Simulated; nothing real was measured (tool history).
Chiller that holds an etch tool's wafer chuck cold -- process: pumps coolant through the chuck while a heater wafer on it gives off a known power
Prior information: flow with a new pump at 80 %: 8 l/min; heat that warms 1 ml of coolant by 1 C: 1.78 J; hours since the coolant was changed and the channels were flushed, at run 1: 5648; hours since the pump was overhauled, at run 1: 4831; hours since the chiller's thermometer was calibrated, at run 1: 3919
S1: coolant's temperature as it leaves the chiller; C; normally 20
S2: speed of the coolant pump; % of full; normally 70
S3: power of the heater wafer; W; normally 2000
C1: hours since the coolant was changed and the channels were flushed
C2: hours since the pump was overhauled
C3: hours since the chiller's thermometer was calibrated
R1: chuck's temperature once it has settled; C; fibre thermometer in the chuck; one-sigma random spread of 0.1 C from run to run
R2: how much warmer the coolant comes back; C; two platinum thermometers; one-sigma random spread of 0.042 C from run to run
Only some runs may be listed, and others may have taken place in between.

Run 1, hour 0.0: usual settings; C1 5648; C2 4831; C3 3919. Result: R1 48.4 C, R2 9.65 C.
At hour 78.3: chiller's thermometer calibrated.
Run 2, hour 125.0: usual settings; C1 5772; C2 4955; C3 47. Result: R1 48.5 C, R2 9.58 C.
Run 3, hour 241.0: usual settings but S1 13 C; C1 5888; C2 5071; C3 163. Result: R1 41.5 C, R2 9.63 C.
Run 4, hour 344.0: usual settings but S1 13 C; C1 5991; C2 5174; C3 266. Result: R1 41.5 C, R2 9.52 C.
Run 5, hour 471.2: usual settings but S1 13 C, S2 96 % of full; C1 6118; C2 5302; C3 393. Result: R1 35.5 C, R2 6.94 C.
Run 6, hour 597.1: usual settings but S1 13 C, S2 96 % of full; C1 6244; C2 5427; C3 519. Result: R1 35.6 C, R2 6.86 C.
At hour 693.4: coolant changed, channels flushed.
Run 7, hour 725.7: usual settings but S1 13 C, S2 96 % of full; C1 32; C2 5550; C3 641. Result: R1 35.4 C, R2 6.85 C.
Run 8, hour 822.8: usual settings but S1 13 C, S2 96 % of full; C1 129; C2 5647; C3 738. Result: R1 35.6 C, R2 6.92 C.
Run 9, hour 943.5: usual settings but S1 13 C, S2 96 % of full; C1 250; C2 5768; C3 859. Result: R1 35.4 C, R2 6.87 C.
Run 10, hour 1070.1: usual settings but S1 13 C, S2 87 % of full; C1 377; C2 5895; C3 986. Result: R1 37.0 C, R2 7.57 C.
Run 11, hour 1204.7: usual settings but S1 13 C, S2 87 % of full, S3 1215 W; C1 511; C2 6029; C3 1120. Result: R1 27.8 C, R2 4.47 C.
Run 12, hour 1321.5: usual settings; C1 628; C2 6146; C3 1237. Result: R1 48.4 C, R2 9.35 C.
Run 13, hour 1417.7: usual settings but S2 87 % of full; C1 724; C2 6242; C3 1333. Result: R1 44.3 C, R2 7.46 C.
At hour 1432.0: gauge calibrated.
Run 14, hour 1498.4: usual settings; C1 805; C2 6323; C3 1414. Result: R1 48.4 C, R2 9.71 C.
Run 15, hour 1640.7: usual settings; C1 947; C2 6465; C3 1556. Result: R1 48.2 C, R2 9.64 C.
Run 16, hour 1710.0: usual settings; C1 1017; C2 6534; C3 1626. Result: R1 48.2 C, R2 9.61 C.
Run 17, hour 1788.3: usual settings but S1 25 C, S2 86 % of full, S3 1160 W; C1 1095; C2 6613; C3 1704. Result: R1 39.1 C, R2 4.51 C.
Run 18, hour 1889.8: usual settings but S1 25 C, S2 86 % of full, S3 1160 W; C1 1196; C2 6714; C3 1806. Result: R1 39.1 C, R2 4.42 C.
Run 19, hour 1991.1: usual settings but S1 17 C; C1 1298; C2 6816; C3 1907. Result: R1 45.4 C, R2 9.54 C.
Run 20, hour 2074.4: usual settings but S1 17 C; C1 1381; C2 6899; C3 1990. Result: R1 45.4 C, R2 9.45 C.

The next listed run, before its measurement:
Run 21, hour 2224.3: usual settings but S1 17 C, S2 64 % of full, S3 1978 W; C1 1531; C2 7049; C3 2140. Result: R1 ?, R2 ?.

R1: 47.0 C
R2: 10.23 C
With the hidden condition absent and the run-to-run variation left alone, this run would have shown R1 47.0 C, R2 10.37 C.
